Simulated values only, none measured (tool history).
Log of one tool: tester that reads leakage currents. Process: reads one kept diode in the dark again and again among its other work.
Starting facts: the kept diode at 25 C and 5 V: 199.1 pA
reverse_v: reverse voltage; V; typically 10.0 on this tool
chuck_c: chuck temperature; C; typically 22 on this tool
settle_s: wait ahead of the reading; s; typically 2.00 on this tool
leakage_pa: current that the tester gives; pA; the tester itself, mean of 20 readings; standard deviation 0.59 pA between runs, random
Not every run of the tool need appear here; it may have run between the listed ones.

run    hour  reverse_v  chuck_c  settle_s  leakage_pa
  1     0.0       10.0       22      2.00      196.68
  2    70.4       10.0       22      2.00      196.73
  3   134.2       10.0       22      2.00      197.07
  4   184.5       10.0       22      2.00      196.44
  5   233.7       10.0       22      2.00      197.69
  6   274.2       10.0       22      2.00      197.02
  7   310.3       10.0       22      2.00      196.96
  8   367.2       10.0       22      2.00      196.93
  9   412.1       10.0       22      2.00      197.58
 10   452.3       10.0       22      2.00      196.22
 11   502.6       10.0       22      2.00      197.39
 12   563.3       10.0       22      2.00      198.09
 13   619.7       10.0       22      2.00      197.84
 14   668.9       10.0       22      0.80      198.94
 15   739.1       10.0       22      2.00      196.27
 16   769.6       10.0       22      2.00      196.28
 17   806.5       10.0       22      2.00      197.25
 18   862.5       10.0       22      2.00      196.92
 19   903.6       10.0       22      1.16      196.77
 20   969.7       10.9       22      1.16      204.39
 21  1025.1       10.9       22      1.16      203.82
 22  1086.0       13.6       22      1.35      220.08
 23  1124.7        1.2       22      1.85       95.32
 24  1175.3        1.8       24      1.85      129.39
 25  1231.4        2.6       29      7.01      221.02
 26  1281.0        2.6       33      6.20      306.77
 27  1337.8        6.8       33      9.01      426.63
 28  1407.8       10.0       24      1.03      234.75
 29  1468.0       10.0       24      1.03      235.74
 30  1527.3       10.1       33      0.48      493.16
 31  1579.2       10.1       33      0.48      492.31
 32  1643.9        1.8       22      2.00      109.41
 33  1688.1        1.8       22      2.00      109.21
 34  1745.5       16.0       22      0.31      243.56
 35  1780.6       16.0       25      0.34      308.58
 36  1810.1        7.8       28      4.53      297.97
 37  1874.5        3.0       35      2.00      377.93
 38  1928.0        3.0       35      2.00      378.85
 39  1995.8        4.2       35      1.22      425.16
 40  2041.7        1.0       35      2.00      261.42
 41  2077.6        1.4       55      0.37     1266.04

3 ways to go on from here, each from the tool as it stands after run 41. What would each give?
  A  2129.7        7.8       55      2.26           ?
  B  2129.7        1.4       41      5.17           ?
  C  2129.7       10.0       44      1.88           ?

run  leakage_pa
  A     2289.55
  B      462.62
  C     1134.10
Stripped of hidden state, with their random variation kept, the same runs would have yielded:
run  leakage_pa
  A     2286.42
  B      461.94
  C     1132.43

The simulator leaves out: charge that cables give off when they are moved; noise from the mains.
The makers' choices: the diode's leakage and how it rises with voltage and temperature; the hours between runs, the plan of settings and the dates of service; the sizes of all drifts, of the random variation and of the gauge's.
